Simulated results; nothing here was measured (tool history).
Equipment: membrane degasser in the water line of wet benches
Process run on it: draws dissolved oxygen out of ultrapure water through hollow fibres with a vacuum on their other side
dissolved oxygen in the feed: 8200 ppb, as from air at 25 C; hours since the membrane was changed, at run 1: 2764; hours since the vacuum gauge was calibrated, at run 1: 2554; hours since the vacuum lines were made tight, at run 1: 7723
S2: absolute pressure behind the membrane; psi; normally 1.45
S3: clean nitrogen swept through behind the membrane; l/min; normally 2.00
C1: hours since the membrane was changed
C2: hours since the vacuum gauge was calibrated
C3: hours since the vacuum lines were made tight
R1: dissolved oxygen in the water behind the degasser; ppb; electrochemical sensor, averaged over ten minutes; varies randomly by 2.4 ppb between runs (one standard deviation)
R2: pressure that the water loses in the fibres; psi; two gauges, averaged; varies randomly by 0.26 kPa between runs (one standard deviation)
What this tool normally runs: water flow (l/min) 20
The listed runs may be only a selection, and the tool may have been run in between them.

run 1 hour=0.0 | water_flow_(l/min)=20 S2=1.45 S3=2.00 | C1=2764 C2=2554 C3=7723 | R1=243.8 R2=9.993
run 2 hour=44.6 | water_flow_(l/min)=20 S2=1.45 S3=2.00 | C1=2809 C2=2598 C3=7768 | R1=241.4 R2=10.064
run 3 hour=106.9 | water_flow_(l/min)=20 S2=1.45 S3=2.00 | C1=2871 C2=2661 C3=7830 | R1=241.4 R2=10.019
run 4 hour=156.7 | water_flow_(l/min)=20 S2=1.45 S3=2.00 | C1=2921 C2=2711 C3=7880 | R1=241.1 R2=9.960
run 5 hour=192.1 | water_flow_(l/min)=20 S2=1.45 S3=2.00 | C1=2956 C2=2746 C3=7915 | R1=243.0 R2=10.028
run 6 hour=222.6 | water_flow_(l/min)=20 S2=1.45 S3=2.00 | C1=2987 C2=2776 C3=7946 | R1=239.8 R2=10.016
run 7 hour=254.1 | water_flow_(l/min)=20 S2=1.45 S3=2.00 | C1=3018 C2=2808 C3=7977 | R1=241.1 R2=10.063
run 8 hour=286.4 | water_flow_(l/min)=20 S2=1.45 S3=2.00 | C1=3050 C2=2840 C3=8010 | R1=243.3 R2=9.999
run 9 hour=358.6 | water_flow_(l/min)=20 S2=1.45 S3=2.00 | C1=3122 C2=2912 C3=8082 | R1=240.9 R2=9.993
run 10 hour=390.9 | water_flow_(l/min)=20 S2=1.45 S3=2.00 | C1=3155 C2=2945 C3=8114 | R1=247.0 R2=10.013
run 11 hour=453.3 | water_flow_(l/min)=20 S2=1.45 S3=2.00 | C1=3217 C2=3007 C3=8177 | R1=241.3 R2=9.987
run 12 hour=494.9 | water_flow_(l/min)=20 S2=1.45 S3=4.38 | C1=3259 C2=3049 C3=8218 | R1=161.9 R2=9.974
run 13 hour=539.7 | water_flow_(l/min)=20 S2=1.45 S3=4.38 | C1=3304 C2=3094 C3=8263 | R1=162.1 R2=10.034
-- hour=600.9 seals of the vacuum lines changed
run 14 hour=608.0 | water_flow_(l/min)=20 S2=1.45 S3=2.00 | C1=3370 C2=3160 C3=7 | R1=244.8 R2=10.108
run 15 hour=646.8 | water_flow_(l/min)=20 S2=1.45 S3=2.00 | C1=3409 C2=3199 C3=46 | R1=241.6 R2=10.025
run 16 hour=718.9 | water_flow_(l/min)=20 S2=1.45 S3=2.00 | C1=3481 C2=3271 C3=118 | R1=244.3 R2=10.012
run 17 hour=765.2 | water_flow_(l/min)=18 S2=3.02 S3=1.70 | C1=3527 C2=3317 C3=164 | R1=475.0 R2=9.034
-- hour=771.4 vacuum gauge calibrated
run 18 hour=802.8 | water_flow_(l/min)=28 S2=3.02 S3=1.19 | C1=3564 C2=31 C3=201 | R1=967.5 R2=14.044
run 19 hour=839.9 | water_flow_(l/min)=14 S2=1.45 S3=2.00 | C1=3601 C2=69 C3=238 | R1=147.6 R2=7.013
run 20 hour=873.5 | water_flow_(l/min)=14 S2=2.03 S3=1.68 | C1=3635 C2=102 C3=272 | R1=240.8 R2=7.027
run 21 hour=913.0 | water_flow_(l/min)=22 S2=1.45 S3=2.00 | C1=3674 C2=142 C3=312 | R1=270.4 R2=11.059
run 22 hour=972.5 | water_flow_(l/min)=14 S2=1.45 S3=0.85 | C1=3734 C2=201 C3=371 | R1=283.2 R2=7.050
run 23 hour=1007.9 | water_flow_(l/min)=14 S2=0.94 S3=1.58 | C1=3769 C2=236 C3=406 | R1=104.9 R2=7.004
run 24 hour=1054.3 | water_flow_(l/min)=16 S2=1.45 S3=2.00 | C1=3816 C2=283 C3=453 | R1=177.1 R2=8.047
run 25 hour=1104.2 | water_flow_(l/min)=24 S2=1.45 S3=2.16 | C1=3866 C2=333 C3=503 | R1=304.3 R2=12.087
run 26 hour=1156.8 | water_flow_(l/min)=17 S2=1.03 S3=3.43 | C1=3918 C2=385 C3=555 | R1=104.7 R2=8.524
run 27 hour=1213.0 | water_flow_(l/min)=19 S2=1.65 S3=3.29 | C1=3974 C2=442 C3=612 | R1=191.9 R2=9.509
run 28 hour=1264.6 | water_flow_(l/min)=20 S2=0.93 S3=2.25 | C1=4026 C2=493 C3=663 | R1=154.4 R2=10.021
run 29 hour=1319.6 | water_flow_(l/min)=16 S2=2.05 S3=4.46 | C1=4081 C2=548 C3=718 | R1=145.2 R2=8.037
run 30 hour=1354.5 | water_flow_(l/min)=24 S2=2.58 S3=4.44 | C1=4116 C2=583 C3=753 | R1=317.9 R2=12.025
run 31 hour=1411.3 | water_flow_(l/min)=20 S2=1.97 S3=0.82 | C1=4173 C2=640 C3=810 | R1=605.1 R2=10.044
run 32 hour=1440.7 | water_flow_(l/min)=13 S2=2.12 S3=1.21 | C1=4202 C2=669 C3=839 | R1=308.3 R2=6.538

Each row is a separate what-if for the run after 32, all from the same tool condition, not one after another. Results?
run A hour=1490.8 | water_flow_(l/min)=13 S2=2.12 S3=5.66 | C1=4252 C2=719 C3=889 | R1=? R2=?
run B hour=1490.8 | water_flow_(l/min)=28 S2=2.71 S3=4.72 | C1=4252 C2=719 C3=889 | R1=? R2=?
run C hour=1490.8 | water_flow_(l/min)=26 S2=1.32 S3=5.30 | C1=4252 C2=719 C3=889 | R1=? R2=?

run=A R1=91.9 R2=6.527
run=B R1=389.9 R2=14.095
run=C R1=224.6 R2=12.949
Without the tool's unlogged condition, the same runs would have read:
run=A R1=91.8 R2=6.524
run=B R1=389.5 R2=14.086
run=C R1=224.2 R2=12.942

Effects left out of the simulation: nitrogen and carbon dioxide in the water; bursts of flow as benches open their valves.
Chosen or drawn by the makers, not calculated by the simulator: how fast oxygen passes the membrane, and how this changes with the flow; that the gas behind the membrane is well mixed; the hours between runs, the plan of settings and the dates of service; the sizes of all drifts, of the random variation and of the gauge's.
